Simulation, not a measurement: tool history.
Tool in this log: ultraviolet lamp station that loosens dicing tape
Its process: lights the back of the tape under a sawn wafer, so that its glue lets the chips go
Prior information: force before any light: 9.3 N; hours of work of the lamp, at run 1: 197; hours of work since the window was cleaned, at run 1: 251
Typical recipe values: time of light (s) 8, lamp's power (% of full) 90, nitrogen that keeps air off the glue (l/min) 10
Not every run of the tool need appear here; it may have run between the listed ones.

| run | hour | time of light (s) | lamp's power (% of full) | nitrogen that keeps air off the glue (l/min) | hours of work of the lamp | hours of work since the window was cleaned | force that peels the tape off (N) | light that reached the tape (mJ/cm2) |
|---|---|---|---|---|---|---|---|---|
| 1 | 0 | 8 | 90 | 10 | 197 | 251 | 0.316 | 265 |
| 2 | 13.5 | 8 | 90 | 10 | 204 | 259 | 0.334 | 262 |
| 3 | 25.7 | 8 | 90 | 4 | 212 | 266 | 0.603 | 260 |
| 4 | 33.1 | 8 | 90 | 4 | 216 | 270 | 0.585 | 257 |
| 5 | 46.7 | 8 | 90 | 4 | 224 | 278 | 0.604 | 262 |
| 6 | 57.3 | 8 | 90 | 19 | 230 | 284 | 0.261 | 256 |
| 7 | 67.7 | 8 | 90 | 19 | 236 | 290 | 0.251 | 256 |
| 8 | 80.4 | 8 | 90 | 10 | 243 | 298 | 0.319 | 260 |
| 9 | 92.8 | 8 | 90 | 10 | 251 | 305 | 0.327 | 264 |
| 10 | 102 | 8 | 90 | 10 | 256 | 310 | 0.325 | 262 |
| 11 | 113.2 | 8 | 90 | 10 | 263 | 317 | 0.319 | 260 |
| 12 | 125.5 | 8 | 67 | 10 | 270 | 324 | 0.568 | 193 |
| 13 | 136.9 | 8 | 67 | 10 | 276 | 331 | 0.541 | 192 |
| 14 | 144.8 | 16 | 90 | 10 | 281 | 335 | 0.224 | 527 |
| 15 | 154.8 | 16 | 90 | 10 | 287 | 341 | 0.223 | 520 |
| 16 | 167.6 | 8 | 91 | 10 | 294 | 349 | 0.321 | 268 |
|  | 174.4 | window cleaned of glue's vapour |
| 17 | 174.4 | 8 | 83 | 5 | 298 | 0 | 0.622 | 235 |
| 18 | 182.3 | 8 | 83 | 5 | 302 | 5 | 0.619 | 241 |
| 19 | 191.8 | 8 | 83 | 5 | 308 | 10 | 0.599 | 240 |
| 20 | 203.5 | 8 | 90 | 5 | 315 | 17 | 0.517 | 262 |
| 21 | 215.8 | 12 | 76 | 7 | 322 | 24 | 0.284 | 330 |
| 22 | 223.9 | 5 | 93 | 10 | 327 | 29 | 0.737 | 168 |
| 23 | 230.3 | 5 | 93 | 10 | 330 | 33 | 0.72 | 168 |
| 24 | 241.8 | 5 | 93 | 10 | 337 | 39 | 0.754 | 168 |
| 25 | 249 | 5 | 90 | 10 | 341 | 43 | 0.767 | 166 |
| 26 | 254.7 | 10 | 68 | 6 | 345 | 47 | 0.496 | 250 |
| 27 | 265.6 | 10 | 72 | 6 | 351 | 53 | 0.443 | 264 |

Below are 5 alternative next runs, each starting from the tool's condition after run 27. Predict each:
| A | 278.2 | 7 | 90 | 6 | 358 | 60 | ? | ? |
| B | 278.2 | 5 | 72 | 11 | 358 | 60 | ? | ? |
| C | 278.2 | 13 | 84 | 3 | 358 | 60 | ? | ? |
| D | 278.2 | 8 | 73 | 11 | 358 | 60 | ? | ? |
| E | 278.2 | 15 | 90 | 10 | 358 | 60 | ? | ? |

| run | force that peels the tape off (N) | light that reached the tape (mJ/cm2) |
|---|---|---|
| A | 0.559 | 229 |
| B | 1.139 | 129 |
| C | 0.352 | 398 |
| D | 0.439 | 209 |
| E | 0.222 | 490 |
Had the tool no hidden state, the same runs would have come out as:
| run | force that peels the tape off (N) | light that reached the tape (mJ/cm2) |
|---|---|---|
| A | 0.557 | 229 |
| B | 1.136 | 129 |
| C | 0.351 | 398 |
| D | 0.438 | 209 |
| E | 0.222 | 491 |

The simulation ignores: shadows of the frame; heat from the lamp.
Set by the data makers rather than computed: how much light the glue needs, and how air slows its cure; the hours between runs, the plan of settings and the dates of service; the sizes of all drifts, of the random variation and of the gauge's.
